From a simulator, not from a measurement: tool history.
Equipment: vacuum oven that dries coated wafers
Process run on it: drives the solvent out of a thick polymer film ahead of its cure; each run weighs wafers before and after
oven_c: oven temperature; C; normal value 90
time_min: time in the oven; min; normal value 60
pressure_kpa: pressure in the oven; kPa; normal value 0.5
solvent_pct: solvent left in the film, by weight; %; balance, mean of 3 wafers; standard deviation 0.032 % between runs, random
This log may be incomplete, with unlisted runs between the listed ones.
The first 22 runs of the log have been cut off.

run,day,oven_c,time_min,pressure_kpa,solvent_pct
23,47.938,102,53,0.302,0.42
24,50.233,99,41,0.302,1.25
25,52.712,99,41,0.302,1.26
26,55.217,99,42,0.302,1.18
27,57.333,89,58,0.466,2.41
28,59.025,98,36,1.704,2.15
29,61.171,87,34,1.639,5.65
30,64.158,87,34,0.48,5.38
31,66.742,91,60,1.956,2.31
32,69.871,90,38,0.707,4.07
# day 71.633: oven's thermocouples calibrated
33,72.95,90,38,0.405,3.48
34,74.358,90,57,0.405,1.97
35,76.525,90,85,0.683,1.03
36,78.571,92,49,0.352,2.02
37,81.25,78,46,0.352,6.6
38,83.292,86,48,0.593,3.82
39,85.512,86,48,0.593,3.8
40,88.604,102,89,1.615,0.52
41,91.588,102,89,1.615,0.54
42,93.508,84,50,0.364,4.29
43,95.562,84,50,0.364,4.33
44,98.029,90,39,0.815,3.61

Alternative continuations, all from the tool just after run 44; predict every row:
A,100.275,90,68,0.815,?
B,100.275,78,36,0.815,?
C,100.275,76,73,0.259,?

run,solvent_pct
A,1.75
B,7.76
C,5.36
Stripped of hidden state, with their random variation kept, the same runs would have yielded:
run,solvent_pct
A,1.38
B,7.4
C,4.87
